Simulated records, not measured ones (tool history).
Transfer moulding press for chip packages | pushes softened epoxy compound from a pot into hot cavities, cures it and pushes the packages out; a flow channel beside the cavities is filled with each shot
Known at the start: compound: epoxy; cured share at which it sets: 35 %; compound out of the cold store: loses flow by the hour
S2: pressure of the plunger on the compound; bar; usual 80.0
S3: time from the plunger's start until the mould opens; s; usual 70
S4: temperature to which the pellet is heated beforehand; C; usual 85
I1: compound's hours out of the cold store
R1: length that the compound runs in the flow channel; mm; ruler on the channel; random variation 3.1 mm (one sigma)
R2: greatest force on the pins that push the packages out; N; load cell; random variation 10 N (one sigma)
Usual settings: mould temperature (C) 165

{"run": 1, "day": 0.0, "mould temperature (C)": 165, "S2": 80.0, "S3": 70, "S4": 85, "I1": 16.7, "R1": 508, "R2": 726}
{"day": 0.162, "done": "cavities cleaned with cleaning compound and waxed"}
{"run": 2, "day": 0.371, "mould temperature (C)": 165, "S2": 80.0, "S3": 70, "S4": 85, "I1": 46.3, "R1": 454, "R2": 515}
{"run": 3, "day": 0.667, "mould temperature (C)": 165, "S2": 80.0, "S3": 74, "S4": 85, "I1": 43.4, "R1": 454, "R2": 534}
{"run": 4, "day": 1.029, "mould temperature (C)": 165, "S2": 80.0, "S3": 74, "S4": 85, "I1": 40.9, "R1": 456, "R2": 544}
{"run": 5, "day": 1.354, "mould temperature (C)": 165, "S2": 80.0, "S3": 74, "S4": 85, "I1": 22.2, "R1": 487, "R2": 570}
{"run": 6, "day": 1.579, "mould temperature (C)": 165, "S2": 80.0, "S3": 74, "S4": 85, "I1": 8.9, "R1": 515, "R2": 609}
{"run": 7, "day": 1.867, "mould temperature (C)": 165, "S2": 80.0, "S3": 70, "S4": 85, "I1": 9.2, "R1": 517, "R2": 640}
{"run": 8, "day": 2.067, "mould temperature (C)": 165, "S2": 80.0, "S3": 70, "S4": 85, "I1": 42.8, "R1": 451, "R2": 637}
{"run": 9, "day": 2.458, "mould temperature (C)": 165, "S2": 80.0, "S3": 70, "S4": 85, "I1": 45.8, "R1": 451, "R2": 655}
{"run": 10, "day": 2.667, "mould temperature (C)": 165, "S2": 80.0, "S3": 70, "S4": 85, "I1": 34.0, "R1": 469, "R2": 673}
{"run": 11, "day": 2.9, "mould temperature (C)": 165, "S2": 80.0, "S3": 70, "S4": 85, "I1": 24.1, "R1": 481, "R2": 684}
{"run": 12, "day": 3.1, "mould temperature (C)": 165, "S2": 80.0, "S3": 107, "S4": 85, "I1": 37.9, "R1": 462, "R2": 643}
{"run": 13, "day": 3.492, "mould temperature (C)": 165, "S2": 80.0, "S3": 107, "S4": 85, "I1": 37.8, "R1": 454, "R2": 648}
{"run": 14, "day": 3.746, "mould temperature (C)": 165, "S2": 80.0, "S3": 107, "S4": 85, "I1": 36.0, "R1": 462, "R2": 650}
{"run": 15, "day": 3.938, "mould temperature (C)": 165, "S2": 80.3, "S3": 107, "S4": 85, "I1": 25.1, "R1": 473, "R2": 639}
{"run": 16, "day": 4.117, "mould temperature (C)": 160, "S2": 91.2, "S3": 107, "S4": 79, "I1": 41.6, "R1": 496, "R2": 688}
{"day": 4.25, "done": "cavities cleaned with cleaning compound and waxed"}
{"run": 17, "day": 4.35, "mould temperature (C)": 165, "S2": 80.5, "S3": 67, "S4": 79, "I1": 36.2, "R1": 465, "R2": 508}
{"run": 18, "day": 4.662, "mould temperature (C)": 165, "S2": 85.1, "S3": 70, "S4": 85, "I1": 23.7, "R1": 495, "R2": 525}
{"run": 19, "day": 4.925, "mould temperature (C)": 159, "S2": 80.0, "S3": 70, "S4": 85, "I1": 11.7, "R1": 514, "R2": 748}
{"run": 20, "day": 5.179, "mould temperature (C)": 165, "S2": 80.0, "S3": 70, "S4": 87, "I1": 12.6, "R1": 495, "R2": 606}
{"run": 21, "day": 5.379, "mould temperature (C)": 165, "S2": 80.0, "S3": 70, "S4": 87, "I1": 40.8, "R1": 450, "R2": 586}
{"run": 22, "day": 5.688, "mould temperature (C)": 165, "S2": 83.9, "S3": 70, "S4": 90, "I1": 21.7, "R1": 490, "R2": 596}
{"run": 23, "day": 6.012, "mould temperature (C)": 161, "S2": 80.0, "S3": 96, "S4": 85, "I1": 12.1, "R1": 505, "R2": 582}
{"run": 24, "day": 6.4, "mould temperature (C)": 159, "S2": 80.0, "S3": 70, "S4": 80, "I1": 40.9, "R1": 462, "R2": 832}
{"run": 25, "day": 6.692, "mould temperature (C)": 159, "S2": 94.9, "S3": 70, "S4": 82, "I1": 32.3, "R1": 515, "R2": 867}
{"run": 26, "day": 7.071, "mould temperature (C)": 163, "S2": 80.2, "S3": 53, "S4": 88, "I1": 36.0, "R1": 453, "R2": 1131}
{"run": 27, "day": 7.446, "mould temperature (C)": 165, "S2": 71.8, "S3": 60, "S4": 85, "I1": 39.8, "R1": 416, "R2": 827}
{"run": 28, "day": 7.838, "mould temperature (C)": 165, "S2": 71.8, "S3": 60, "S4": 85, "I1": 24.4, "R1": 440, "R2": 885}
{"run": 29, "day": 8.246, "mould temperature (C)": 165, "S2": 71.8, "S3": 60, "S4": 85, "I1": 9.6, "R1": 469, "R2": 924}

Forecast each of these 3 alternatives for the next run:
{"day": 8.329, "done": "cavities cleaned with cleaning compound and waxed"}
{"run": "A", "day": 8.617, "mould temperature (C)": 165, "S2": 63.5, "S3": 81, "S4": 80, "I1": 9.7, "R1": "?", "R2": "?"}
{"day": 8.329, "done": "cavities cleaned with cleaning compound and waxed"}
{"run": "B", "day": 8.617, "mould temperature (C)": 165, "S2": 80.0, "S3": 50, "S4": 81, "I1": 45.3, "R1": "?", "R2": "?"}
{"day": 8.329, "done": "cavities cleaned with cleaning compound and waxed"}
{"run": "C", "day": 8.617, "mould temperature (C)": 165, "S2": 67.7, "S3": 76, "S4": 83, "I1": 36.4, "R1": "?", "R2": "?"}

run=A R1=439 R2=477
run=B R1=431 R2=851
run=C R1=414 R2=493
Without the tool's hidden state the same runs would have given:
run=A R1=474 R2=448
run=B R1=465 R2=816
run=C R1=447 R2=463

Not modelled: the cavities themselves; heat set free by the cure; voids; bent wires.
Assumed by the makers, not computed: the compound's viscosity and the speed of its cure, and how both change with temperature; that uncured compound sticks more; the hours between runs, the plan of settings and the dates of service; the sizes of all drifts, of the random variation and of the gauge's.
